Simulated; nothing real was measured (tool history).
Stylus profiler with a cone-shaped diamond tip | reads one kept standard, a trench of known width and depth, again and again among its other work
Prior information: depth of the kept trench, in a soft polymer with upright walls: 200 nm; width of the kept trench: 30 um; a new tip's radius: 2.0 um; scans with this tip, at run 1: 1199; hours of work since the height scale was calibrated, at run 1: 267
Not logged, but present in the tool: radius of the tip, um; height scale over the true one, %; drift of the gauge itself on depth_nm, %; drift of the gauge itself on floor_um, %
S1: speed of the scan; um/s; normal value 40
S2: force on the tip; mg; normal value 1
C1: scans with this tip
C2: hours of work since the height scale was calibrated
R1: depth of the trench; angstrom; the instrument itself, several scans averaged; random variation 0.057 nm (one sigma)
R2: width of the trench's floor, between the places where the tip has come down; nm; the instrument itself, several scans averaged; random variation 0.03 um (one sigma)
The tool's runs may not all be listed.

run	hour	S1	S2	C1	C2	R1	R2
1	0	40	1	1199	267	2012.1	27980
2	19.2	40	1	1259	280	2012.8	28000
3	40.6	40	1	1326	295	2012.6	27940
4	65.7	40	0.41	1405	313	2006.1	27820
5	84.6	40	0.41	1464	326	2006.4	27870
6	98.9	40	0.41	1509	336	2006.3	27800
# hour 102: height scale calibrated on a step standard
7	123.3	40	0.51	1584	15	2008.2	27890
8	139.7	40	0.51	1635	26	2008.1	27900
9	167	40	0.51	1721	45	2008.3	27880
# hour 181.2: height scale calibrated on a step standard, once more
10	184.3	40	1.91	1774	2	2020.1	28070
11	206.1	15	2.8	1842	17	2026.6	28090
12	222.1	15	2.8	1892	29	2026.3	28160
13	245	15	2.8	1964	45	2024.7	28140
14	256.3	15	1.15	2000	52	2014.1	28130
15	269.1	40	2.81	2039	61	2026.3	28060
16	285.2	40	2.12	2090	73	2021.8	28070
17	296.5	63	0.75	2125	80	2011.1	27800
18	321.5	63	0.75	2204	98	2011	27740
19	343.3	55	1.11	2272	113	2012.5	27900
20	358.5	55	1.11	2320	124	2012.9	27880

Each row is a separate what-if for the run after 20, all from the same tool condition, not one after another. Results?
A	373.4	101	0.97	2367	134	?	?
B	373.4	14	0.38	2367	134	?	?
C	373.4	18	0.68	2367	134	?	?
D	373.4	55	1.62	2367	134	?	?

run	R1	R2
A	2012.6	27580
B	2005.8	28030
C	2009.3	28120
D	2018.7	27890
With no hidden state in the tool, these same runs would have given:
run	R1	R2
A	2013.1	27630
B	2006.3	28080
C	2009.8	28170
D	2019.2	27940

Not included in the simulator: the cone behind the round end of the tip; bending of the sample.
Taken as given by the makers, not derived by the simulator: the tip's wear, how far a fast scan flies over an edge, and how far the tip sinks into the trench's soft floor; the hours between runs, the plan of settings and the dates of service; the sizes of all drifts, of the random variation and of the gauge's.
